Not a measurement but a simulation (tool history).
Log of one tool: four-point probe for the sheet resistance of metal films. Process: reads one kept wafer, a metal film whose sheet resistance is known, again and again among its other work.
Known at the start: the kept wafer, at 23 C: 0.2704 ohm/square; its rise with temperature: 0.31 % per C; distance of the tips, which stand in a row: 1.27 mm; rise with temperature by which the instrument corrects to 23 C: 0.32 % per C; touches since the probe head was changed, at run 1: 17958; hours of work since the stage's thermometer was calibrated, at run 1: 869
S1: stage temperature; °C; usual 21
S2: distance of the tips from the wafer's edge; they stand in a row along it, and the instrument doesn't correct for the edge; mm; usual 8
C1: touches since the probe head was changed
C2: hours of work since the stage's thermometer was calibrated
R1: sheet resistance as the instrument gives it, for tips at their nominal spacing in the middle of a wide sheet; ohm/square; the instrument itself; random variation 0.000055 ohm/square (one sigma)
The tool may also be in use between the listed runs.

run 1 hour=0 | S1=21 S2=8 | C1=17958 C2=869 | R1=0.274221
run 2 hour=20.4 | S1=21 S2=8 | C1=18280 C2=878 | R1=0.274252
run 3 hour=52.1 | S1=21 S2=8 | C1=18780 C2=892 | R1=0.274184
run 4 hour=85.8 | S1=21 S2=8 | C1=19312 C2=906 | R1=0.274314
run 5 hour=127.7 | S1=21 S2=8 | C1=19974 C2=925 | R1=0.274417
run 6 hour=161.6 | S1=25 S2=8 | C1=20509 C2=940 | R1=0.27431
run 7 hour=182.5 | S1=25 S2=8 | C1=20839 C2=949 | R1=0.274289
run 8 hour=209.3 | S1=25 S2=8 | C1=21261 C2=961 | R1=0.27437
run 9 hour=231.5 | S1=25 S2=8 | C1=21611 C2=970 | R1=0.274309
run 10 hour=272.6 | S1=21 S2=8 | C1=22260 C2=988 | R1=0.274529
run 11 hour=315.8 | S1=21 S2=8 | C1=22943 C2=1007 | R1=0.274584
run 12 hour=354.3 | S1=34 S2=40 | C1=23551 C2=1024 | R1=0.270978
run 13 hour=385.2 | S1=32 S2=54 | C1=24038 C2=1038 | R1=0.270988
run 14 hour=417.8 | S1=32 S2=54 | C1=24552 C2=1052 | R1=0.270914
run 15 hour=446.8 | S1=23 S2=15 | C1=25011 C2=1065 | R1=0.272107
run 16 hour=476.7 | S1=26 S2=17 | C1=25482 C2=1078 | R1=0.271669
run 17 hour=500.3 | S1=32 S2=8 | C1=25854 C2=1088 | R1=0.274532
run 18 hour=527.2 | S1=26 S2=13 | C1=26280 C2=1100 | R1=0.272442
run 19 hour=556.2 | S1=27 S2=3 | C1=26737 C2=1112 | R1=0.294802
run 20 hour=592.2 | S1=27 S2=3 | C1=27307 C2=1128 | R1=0.294717

Run 21 comes next. What will it give?
run 21 hour=614.6 | S1=27 S2=3 | C1=27659 C2=1138 | R1=?

Run 21 gave R1 0.294731 ohm/square.
Without the tool's hidden state the same run would have given R1 0.293934 ohm/square.
